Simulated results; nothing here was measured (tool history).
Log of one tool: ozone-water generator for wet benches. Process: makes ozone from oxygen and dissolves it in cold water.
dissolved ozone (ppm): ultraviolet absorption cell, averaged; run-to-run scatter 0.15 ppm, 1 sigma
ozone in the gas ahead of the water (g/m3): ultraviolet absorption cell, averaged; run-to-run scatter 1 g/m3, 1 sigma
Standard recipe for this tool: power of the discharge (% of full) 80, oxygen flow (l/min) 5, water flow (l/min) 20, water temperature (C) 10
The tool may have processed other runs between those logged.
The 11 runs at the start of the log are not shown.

| run | hour | power of the discharge (% of full) | oxygen flow (l/min) | water flow (l/min) | water temperature (C) | hours of work since the electrodes were changed | hours of work since the contactor was cleaned | hours of work since the thermometer was calibrated | dissolved ozone (ppm) | ozone in the gas ahead of the water (g/m3) |
|---|---|---|---|---|---|---|---|---|---|---|
| 12 | 444.6 | 80 | 5 | 14 | 10 | 2237 | 3301 | 777 | 23.5 | 160.5 |
| 13 | 498.3 | 80 | 5 | 14 | 10 | 2280 | 3344 | 821 | 23.6 | 160 |
|  | 527.6 | contactor cleaned |
| 14 | 529.7 | 80 | 5 | 16 | 10 | 2302 | 2 | 843 | 22.3 | 161.6 |
| 15 | 564.4 | 80 | 5 | 27 | 10 | 2330 | 30 | 871 | 13.4 | 160.4 |
| 16 | 595.2 | 80 | 5 | 27 | 10 | 2355 | 55 | 896 | 13.1 | 158.5 |
| 17 | 638.4 | 80 | 2.91 | 27 | 13 | 2390 | 90 | 931 | 11.1 | 202 |
| 18 | 683.5 | 80 | 5.95 | 18 | 10 | 2427 | 126 | 967 | 20.3 | 148.3 |
| 19 | 738.1 | 95 | 2.61 | 15 | 7 | 2471 | 170 | 1012 | 22.8 | 235 |
| 20 | 787 | 95 | 2.61 | 15 | 7 | 2510 | 210 | 1051 | 23.5 | 230.8 |
| 21 | 819.5 | 95 | 2.61 | 15 | 7 | 2537 | 236 | 1077 | 23.3 | 233.4 |
| 22 | 873.7 | 95 | 2.61 | 15 | 7 | 2581 | 280 | 1121 | 23.1 | 232.7 |
| 23 | 935.8 | 80 | 6.84 | 25 | 10 | 2631 | 330 | 1172 | 15 | 138.6 |
| 24 | 977.3 | 80 | 6.84 | 25 | 10 | 2664 | 364 | 1205 | 15.2 | 136.2 |
| 25 | 1039.3 | 80 | 6.84 | 25 | 10 | 2715 | 414 | 1255 | 14.9 | 139.1 |
| 26 | 1097.5 | 87 | 7.83 | 14 | 10 | 2762 | 461 | 1302 | 25.9 | 136.3 |
| 27 | 1154.1 | 44 | 2.62 | 12 | 15 | 2808 | 507 | 1348 | 16.9 | 151 |
| 28 | 1181.5 | 70 | 5.49 | 21 | 10 | 2830 | 529 | 1370 | 15.9 | 139.5 |
| 29 | 1233.1 | 70 | 5.49 | 21 | 10 | 2871 | 571 | 1412 | 16 | 139.7 |
| 30 | 1286.9 | 70 | 5.49 | 21 | 10 | 2915 | 615 | 1456 | 15.9 | 139 |
| 31 | 1348 | 70 | 5.49 | 21 | 10 | 2964 | 664 | 1505 | 15.7 | 140.3 |
| 32 | 1395.4 | 62 | 3.53 | 19 | 9 | 3003 | 702 | 1544 | 14.8 | 159 |

5 ways to go on from here, each from the tool as it stands after run 32. What would each give?
| A | 1460.5 | 58 | 5 | 28 | 9 | 3056 | 755 | 1596 | ? | ? |
| B | 1460.5 | 80 | 5 | 17 | 10 | 3056 | 755 | 1596 | ? | ? |
| C | 1460.5 | 80 | 2.7 | 20 | 10 | 3056 | 755 | 1596 | ? | ? |
| D | 1460.5 | 84 | 4.58 | 20 | 13 | 3056 | 755 | 1596 | ? | ? |
| E | 1460.5 | 80 | 5.26 | 18 | 10 | 3056 | 755 | 1596 | ? | ? |

| run | dissolved ozone (ppm) | ozone in the gas ahead of the water (g/m3) |
|---|---|---|
| A | 10.6 | 130.6 |
| B | 20.1 | 153.3 |
| C | 14.9 | 205.4 |
| D | 16.9 | 167.1 |
| E | 19.2 | 151.6 |
Had the tool no hidden state, the same runs would have come out as:
| run | dissolved ozone (ppm) | ozone in the gas ahead of the water (g/m3) |
|---|---|---|
| A | 11.8 | 142.9 |
| B | 22.7 | 171 |
| C | 16.9 | 228.9 |
| D | 19.1 | 186.7 |
| E | 21.6 | 168.9 |
